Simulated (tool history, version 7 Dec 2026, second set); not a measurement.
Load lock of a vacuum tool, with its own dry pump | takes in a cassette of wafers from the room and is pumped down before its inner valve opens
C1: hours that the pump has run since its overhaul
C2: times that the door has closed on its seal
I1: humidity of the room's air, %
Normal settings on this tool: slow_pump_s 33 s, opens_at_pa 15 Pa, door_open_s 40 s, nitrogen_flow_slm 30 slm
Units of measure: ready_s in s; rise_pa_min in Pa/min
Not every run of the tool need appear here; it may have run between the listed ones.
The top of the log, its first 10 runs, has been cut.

Run 11, hour 1392.9: usual settings; C1 14183; C2 4573; I1 45.2. Result: ready_s 93.6 s, rise_pa_min 0.024 Pa/min.
Run 12, hour 1553.1: usual settings; C1 14343; C2 4963; I1 45.5. Result: ready_s 94.9 s, rise_pa_min 0.03 Pa/min.
Run 13, hour 1720.3: usual settings; C1 14510; C2 5371; I1 44.3. Result: ready_s 93.8 s, rise_pa_min 0.027 Pa/min.
Run 14, hour 1847.3: usual settings but slow_pump_s 53 s; C1 14638; C2 5681; I1 44.2. Result: ready_s 108 s, rise_pa_min 0.023 Pa/min.
At hour 1911.6: dry pump taken out, an overhauled one fitted.
Run 15, hour 1939.6: usual settings but slow_pump_s 53 s; C1 28; C2 5891; I1 45.3. Result: ready_s 99.8 s, rise_pa_min 0.024 Pa/min.
Run 16, hour 2037.5: usual settings; C1 126; C2 6130; I1 41.7. Result: ready_s 84.7 s, rise_pa_min 0.026 Pa/min.
Run 17, hour 2208.1: usual settings; C1 297; C2 6546; I1 45.7. Result: ready_s 85.9 s, rise_pa_min 0.024 Pa/min.
Run 18, hour 2333.7: usual settings but slow_pump_s 42 s, opens_at_pa 14 Pa, nitrogen_flow_slm 32 slm; C1 422; C2 6853; I1 44.7. Result: ready_s 93 s, rise_pa_min 0.028 Pa/min.
Run 19, hour 2486.7: usual settings but slow_pump_s 42 s, opens_at_pa 14 Pa, nitrogen_flow_slm 32 slm; C1 575; C2 7226; I1 48. Result: ready_s 92.5 s, rise_pa_min 0.028 Pa/min.
Run 20, hour 2642.1: usual settings but slow_pump_s 42 s, opens_at_pa 14 Pa, nitrogen_flow_slm 32 slm; C1 731; C2 7605; I1 43.5. Result: ready_s 93 s, rise_pa_min 0.028 Pa/min.
Run 21, hour 2736.7: usual settings but opens_at_pa 18 Pa, door_open_s 68 s; C1 825; C2 7836; I1 45.8. Result: ready_s 84 s, rise_pa_min 0.041 Pa/min.
Run 22, hour 2869.5: usual settings but slow_pump_s 44 s, opens_at_pa 18 Pa, door_open_s 99 s, nitrogen_flow_slm 29 slm; C1 958; C2 8160; I1 46. Result: ready_s 92.5 s, rise_pa_min 0.046 Pa/min.
Run 23, hour 3039.9: usual settings but slow_pump_s 44 s, opens_at_pa 18 Pa, door_open_s 99 s, nitrogen_flow_slm 29 slm; C1 1128; C2 8575; I1 44.5. Result: ready_s 92 s, rise_pa_min 0.041 Pa/min.
Run 24, hour 3186.2: usual settings but slow_pump_s 44 s, opens_at_pa 28 Pa, door_open_s 62 s, nitrogen_flow_slm 16 slm; C1 1275; C2 8932; I1 45.5. Result: ready_s 89.3 s, rise_pa_min 0.039 Pa/min.
Run 25, hour 3350.5: usual settings but slow_pump_s 52 s, opens_at_pa 12 Pa; C1 1439; C2 9333; I1 46.8. Result: ready_s 102 s, rise_pa_min 0.033 Pa/min.
Run 26, hour 3474.4: usual settings but nitrogen_flow_slm 22 slm; C1 1563; C2 9635; I1 46. Result: ready_s 86.7 s, rise_pa_min 0.035 Pa/min.
Run 27, hour 3560.6: usual settings but nitrogen_flow_slm 22 slm; C1 1649; C2 9845; I1 43.9. Result: ready_s 86.2 s, rise_pa_min 0.034 Pa/min.
Run 28, hour 3732.9: usual settings but slow_pump_s 40 s, opens_at_pa 14 Pa, nitrogen_flow_slm 22 slm; C1 1821; C2 10266; I1 42.1. Result: ready_s 92.3 s, rise_pa_min 0.033 Pa/min.
Run 29, hour 3831.2: usual settings but slow_pump_s 40 s, opens_at_pa 14 Pa, nitrogen_flow_slm 22 slm; C1 1920; C2 10505; I1 44.3. Result: ready_s 92.2 s, rise_pa_min 0.035 Pa/min.
Run 30, hour 4006.6: usual settings but slow_pump_s 60 s, opens_at_pa 14 Pa, door_open_s 162 s; C1 2095; C2 10933; I1 44. Result: ready_s 106 s, rise_pa_min 0.065 Pa/min.
Run 31, hour 4133.9: usual settings but slow_pump_s 20 s, door_open_s 114 s; C1 2222; C2 11244; I1 41.9. Result: ready_s 77.1 s, rise_pa_min 0.049 Pa/min.
Run 32, hour 4253.6: usual settings but slow_pump_s 20 s, door_open_s 114 s; C1 2342; C2 11536; I1 43.1. Result: ready_s 77.6 s, rise_pa_min 0.05 Pa/min.
Run 33, hour 4434.8: usual settings but slow_pump_s 61 s, opens_at_pa 16 Pa, door_open_s 51 s, nitrogen_flow_slm 6 slm; C1 2523; C2 11978; I1 44.8. Result: ready_s 106.8 s, rise_pa_min 0.058 Pa/min.

Each row is a separate what-if for the run after 33, all from the same tool condition, not one after another. Results?
Run A, hour 4539.4: usual settings but slow_pump_s 18 s, opens_at_pa 16 Pa, door_open_s 41 s, nitrogen_flow_slm 32 slm; C1 2628; C2 12233; I1 43.4. Result: ready_s ?, rise_pa_min ?.
Run B, hour 4539.4: usual settings but opens_at_pa 11 Pa, nitrogen_flow_slm 4 slm; C1 2628; C2 12233; I1 42.2. Result: ready_s ?, rise_pa_min ?.
Run C, hour 4539.4: usual settings but slow_pump_s 61 s, opens_at_pa 26 Pa, door_open_s 194 s; C1 2628; C2 12233; I1 48.2. Result: ready_s ?, rise_pa_min ?.

run  ready_s  rise_pa_min
  A     75.6        0.038
  B     89.3        0.046
  C    102.9        0.076
Take away the tool's hidden state, keep each run's random variation, and the runs would have read:
run  ready_s  rise_pa_min
  A       74        0.018
  B     87.9        0.027
  C    101.9        0.057
